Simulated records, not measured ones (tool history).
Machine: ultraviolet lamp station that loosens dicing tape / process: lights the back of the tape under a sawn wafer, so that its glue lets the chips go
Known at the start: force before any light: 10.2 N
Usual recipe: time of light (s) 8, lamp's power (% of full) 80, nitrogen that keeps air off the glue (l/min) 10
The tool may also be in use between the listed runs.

| run | hour | time of light (s) | lamp's power (% of full) | nitrogen that keeps air off the glue (l/min) | force that peels the tape off (N) | light that reached the tape (mJ/cm2) |
|---|---|---|---|---|---|---|
| 1 | 0 | 8 | 80 | 10 | 0.794 | 438 |
| 2 | 66 | 8 | 80 | 10 | 0.858 | 429 |
| 3 | 137.7 | 8 | 80 | 10 | 0.897 | 415 |
|  | 172.3 | window cleaned of glue's vapour |
| 4 | 178.5 | 8 | 80 | 10 | 1.001 | 397 |
| 5 | 226 | 8 | 80 | 8 | 1.27 | 384 |
| 6 | 257.1 | 12 | 75 | 10 | 0.469 | 532 |
| 7 | 328.7 | 12 | 80 | 6 | 0.722 | 556 |
| 8 | 379.8 | 8 | 65 | 5 | 2.698 | 294 |
| 9 | 452.9 | 8 | 65 | 5 | 2.728 | 288 |
| 10 | 502.8 | 13 | 95 | 5 | 0.542 | 673 |

Subtracting, for every run, the result it would have given without the tool's unlogged condition from the measured result gives the following. The same run-to-run variation enters both numbers; the gauge's scatter may not:
Hidden conditions of the tool in this case: lamp's light, % of a new lamp's; light that the window lets through, % of a clean one's; drift of the gauge itself on peel_n, %; drift of the gauge itself on dose_mj_cm2, %.
| run | force that peels the tape off (N) | light that reached the tape (mJ/cm2) |
|---|---|---|
| 1 | +0.166 | -43 |
| 2 | +0.217 | -54 |
| 3 | +0.267 | -64 |
| 4 | +0.382 | -89 |
| 5 | +0.495 | -95 |
| 6 | +0.232 | -140 |
| 7 | +0.369 | -165 |
| 8 | +0.934 | -96 |
| 9 | +1.01 | -104 |
| 10 | +0.337 | -261 |

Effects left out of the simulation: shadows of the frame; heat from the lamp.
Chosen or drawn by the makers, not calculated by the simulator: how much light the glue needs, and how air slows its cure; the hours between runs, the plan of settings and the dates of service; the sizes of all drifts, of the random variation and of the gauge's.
